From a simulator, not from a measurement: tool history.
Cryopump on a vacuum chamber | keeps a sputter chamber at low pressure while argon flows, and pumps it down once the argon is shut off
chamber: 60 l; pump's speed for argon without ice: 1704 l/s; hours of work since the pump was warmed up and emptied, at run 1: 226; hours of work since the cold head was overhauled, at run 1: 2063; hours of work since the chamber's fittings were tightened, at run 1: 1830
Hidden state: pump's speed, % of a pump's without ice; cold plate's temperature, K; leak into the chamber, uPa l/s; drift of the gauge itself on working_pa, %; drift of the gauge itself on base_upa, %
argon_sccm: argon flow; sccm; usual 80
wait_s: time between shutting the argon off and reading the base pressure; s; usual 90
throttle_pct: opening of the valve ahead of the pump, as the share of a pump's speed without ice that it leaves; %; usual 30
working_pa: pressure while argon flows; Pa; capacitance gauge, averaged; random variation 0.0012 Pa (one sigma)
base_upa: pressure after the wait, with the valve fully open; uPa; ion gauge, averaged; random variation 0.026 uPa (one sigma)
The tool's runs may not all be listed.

run,hour,argon_sccm,wait_s,throttle_pct,hours of work since the pump was warmed up and emptied,hours of work since the cold head was overhauled,hours of work since the chamber's fittings were tightened,working_pa,base_upa
1,0.0,80,90,30,226,2063,1830,0.2766,3.05
2,100.9,80,20,30,287,2125,1892,0.2816,6.62
# hour 158.6: leaking fittings of the chamber tightened, without venting
3,185.0,80,107,30,338,2175,16,0.2846,1.08
4,270.8,80,90,30,390,2228,69,0.2878,1.27
5,376.1,80,90,37,454,2292,133,0.2436,1.41
6,460.5,80,90,37,506,2343,184,0.2473,1.47
# hour 518.7: pump warmed up, emptied and cooled again
7,580.3,80,90,31,38,2414,254,0.2617,1.40
8,682.3,80,90,31,100,2476,317,0.2630,1.53
9,743.0,105,90,30,137,2513,354,0.3580,1.51
10,848.4,80,90,18,201,2577,418,0.4537,1.65
11,920.1,80,90,18,245,2621,462,0.4612,1.70
12,1006.3,80,90,18,298,2674,515,0.4614,1.79
13,1125.2,64,85,46,370,2746,587,0.1579,1.91
14,1231.7,64,85,46,435,2811,652,0.1605,2.01
15,1339.1,64,85,46,501,2877,718,0.1661,2.24
# hour 1405.7: pump warmed up, emptied and cooled again
16,1426.8,80,133,38,13,2927,768,0.2140,1.54
17,1526.4,71,173,38,74,2988,829,0.1912,1.54
18,1645.8,71,173,38,147,3061,902,0.1949,1.65
19,1708.2,71,173,38,185,3099,940,0.1972,1.69
20,1762.9,71,84,33,218,3133,974,0.2265,2.24
21,1877.7,91,90,30,288,3203,1044,0.3210,2.36
22,1975.9,91,27,22,348,3263,1104,0.4355,4.76
23,2092.7,47,71,30,419,3334,1175,0.1711,2.91

Some steps in working_pa between neighbouring runs. How much of each would the tool show without its hidden state too (settings, what came in, random variation), and how much is left for the hidden state, with any gauge scatter that isn't in both results?
Run 6 -> 7: throttle_pct 37 -> 31, pump warmed up, emptied and cooled again. working_pa +0.0144 Pa: hidden state -0.0282, all else +0.0426.
Run 12 -> 13: argon_sccm 80 -> 64, wait_s 90 -> 85, throttle_pct 18 -> 46. working_pa -0.3035 Pa: hidden state +0.0001, all else -0.3036.
Run 15 -> 16: argon_sccm 64 -> 80, wait_s 85 -> 133, throttle_pct 46 -> 38, pump warmed up, emptied and cooled again. working_pa +0.0479 Pa: hidden state -0.0234, all else +0.0713.
Run 22 -> 23: argon_sccm 91 -> 47, wait_s 27 -> 71, throttle_pct 22 -> 30. working_pa -0.2644 Pa: hidden state -0.0092, all else -0.2552.

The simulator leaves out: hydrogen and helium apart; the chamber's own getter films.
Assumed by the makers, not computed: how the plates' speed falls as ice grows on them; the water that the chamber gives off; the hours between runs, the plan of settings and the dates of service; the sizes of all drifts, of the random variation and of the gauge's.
